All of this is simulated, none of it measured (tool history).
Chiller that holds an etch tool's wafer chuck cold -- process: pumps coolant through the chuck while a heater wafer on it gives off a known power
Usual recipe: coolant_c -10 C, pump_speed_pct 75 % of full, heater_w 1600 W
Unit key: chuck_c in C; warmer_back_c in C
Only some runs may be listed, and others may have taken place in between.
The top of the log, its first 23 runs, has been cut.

| run | hour | coolant_c | pump_speed_pct | heater_w | hours since the coolant was changed and the channels were flushed | hours since the pump was overhauled | hours since the chiller's thermometer was calibrated | chuck_c | warmer_back_c |
|---|---|---|---|---|---|---|---|---|---|
| 24 | 2083.9 | -16 | 83 | 1167 | 775 | 5561 | 548 | -3.6 | 3.42 |
| 25 | 2139.5 | -15 | 66 | 868 | 831 | 5617 | 604 | -3.8 | 3.14 |
| 26 | 2228.5 | -16 | 79 | 878 | 920 | 5706 | 693 | -6.1 | 2.67 |
| 27 | 2312.2 | -19 | 96 | 878 | 1004 | 5789 | 776 | -10.8 | 2.2 |
| 28 | 2380 | -10 | 75 | 1600 | 1071 | 5857 | 844 | 8.7 | 5.18 |
| 29 | 2483.1 | -10 | 75 | 933 | 1175 | 5960 | 947 | 1.1 | 3 |
| 30 | 2568.9 | -19 | 61 | 1943 | 1260 | 6046 | 1033 | 8.1 | 7.72 |
| 31 | 2651.9 | -19 | 61 | 1943 | 1343 | 6129 | 1116 | 8.2 | 7.65 |

Consider 5 possible next runs. They are alternatives, not a sequence: every one starts from the tool as it was left by run 31. What does each give?
| A | 2778.8 | -19 | 69 | 819 | 1470 | 6256 | 1243 | ? | ? |
| B | 2778.8 | -15 | 74 | 1600 | 1470 | 6256 | 1243 | ? | ? |
| C | 2778.8 | -9 | 75 | 1636 | 1470 | 6256 | 1243 | ? | ? |
| D | 2778.8 | -6 | 73 | 1474 | 1470 | 6256 | 1243 | ? | ? |
| E | 2778.8 | -10 | 75 | 865 | 1470 | 6256 | 1243 | ? | ? |

| run | chuck_c | warmer_back_c |
|---|---|---|
| A | -8.8 | 2.83 |
| B | 4.2 | 5.29 |
| C | 10.2 | 5.3 |
| D | 11.7 | 4.86 |
| E | 0.2 | 2.78 |
With the hidden condition removed and each run's random variation left untouched, the same runs would have given:
| run | chuck_c | warmer_back_c |
|---|---|---|
| A | -8.8 | 2.83 |
| B | 4.2 | 5.29 |
| C | 10.2 | 5.3 |
| D | 11.7 | 4.86 |
| E | 0.2 | 2.78 |
